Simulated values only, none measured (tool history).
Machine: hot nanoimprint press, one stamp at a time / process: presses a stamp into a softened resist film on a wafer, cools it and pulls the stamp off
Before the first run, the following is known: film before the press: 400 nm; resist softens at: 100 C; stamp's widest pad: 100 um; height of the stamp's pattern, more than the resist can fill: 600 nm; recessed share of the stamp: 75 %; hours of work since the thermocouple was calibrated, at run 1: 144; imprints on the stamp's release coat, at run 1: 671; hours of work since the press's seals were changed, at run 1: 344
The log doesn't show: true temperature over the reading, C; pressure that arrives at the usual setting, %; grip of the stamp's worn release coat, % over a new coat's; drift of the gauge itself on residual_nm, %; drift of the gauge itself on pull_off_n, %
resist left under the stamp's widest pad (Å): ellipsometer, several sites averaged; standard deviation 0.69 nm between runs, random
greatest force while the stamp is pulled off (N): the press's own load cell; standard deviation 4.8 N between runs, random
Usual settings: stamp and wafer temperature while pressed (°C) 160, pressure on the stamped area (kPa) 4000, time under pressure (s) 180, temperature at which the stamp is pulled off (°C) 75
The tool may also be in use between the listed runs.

run	day	stamp and wafer temperature while pressed (°C)	pressure on the stamped area (kPa)	time under pressure (s)	temperature at which the stamp is pulled off (°C)	hours of work since the thermocouple was calibrated	imprints on the stamp's release coat	hours of work since the press's seals were changed	resist left under the stamp's widest pad (Å)	greatest force while the stamp is pulled off (N)
1	0	160	4000	180	75	144	671	344	1473	273
2	0.504	160	4000	180	75	152	702	351	1461	264
3	1.029	160	4840	180	75	160	734	359	1342	262
4	2.2	160	4000	180	75	178	805	377	1489	293
5	2.933	160	4000	180	75	189	850	389	1483	272
6	3.542	160	4000	180	75	198	887	398	1469	280
7	4.371	160	4000	321	75	211	938	410	1184	282
8	5.262	160	4000	321	75	225	992	424	1190	283
9	6.175	160	4000	321	75	238	1048	438	1195	296
10	6.817	160	4000	321	75	248	1087	448	1184	296
# day 7.042: plate thermocouple calibrated
11	7.942	160	4000	321	75	14	1148	463	1197	300
12	8.862	160	4000	321	75	28	1204	477	1192	292
13	9.525	160	4000	250	75	38	1244	487	1322	297
14	10.083	160	4000	180	75	46	1279	496	1515	311
# day 10.438: plate thermocouple calibrated, once more
15	11.104	160	4000	180	75	10	1333	509	1462	314
16	11.754	171	5970	180	75	20	1373	519	774	303
17	12.575	158	4410	139	75	33	1423	532	1690	305
18	13.329	159	5870	212	83	44	1469	543	1194	271
19	14.375	160	3470	321	75	60	1533	559	1267	317
20	15.008	155	3050	201	77	70	1571	569	1979	317
21	16.179	169	4890	184	67	88	1643	587	922	373
22	16.783	169	4890	184	67	97	1679	596	924	362
23	17.462	153	5170	226	67	107	1721	606	1626	356

What does the tool deliver on the next run?
24	18.383	153	5170	226	67	121	1777	621	?	?

resist left under the stamp's widest pad (Å): 1637
greatest force while the stamp is pulled off (N): 369
If the tool had no hidden condition, the same run with the same run-to-run variation would have returned resist left under the stamp's widest pad (Å) 1557, greatest force while the stamp is pulled off (N) 265.
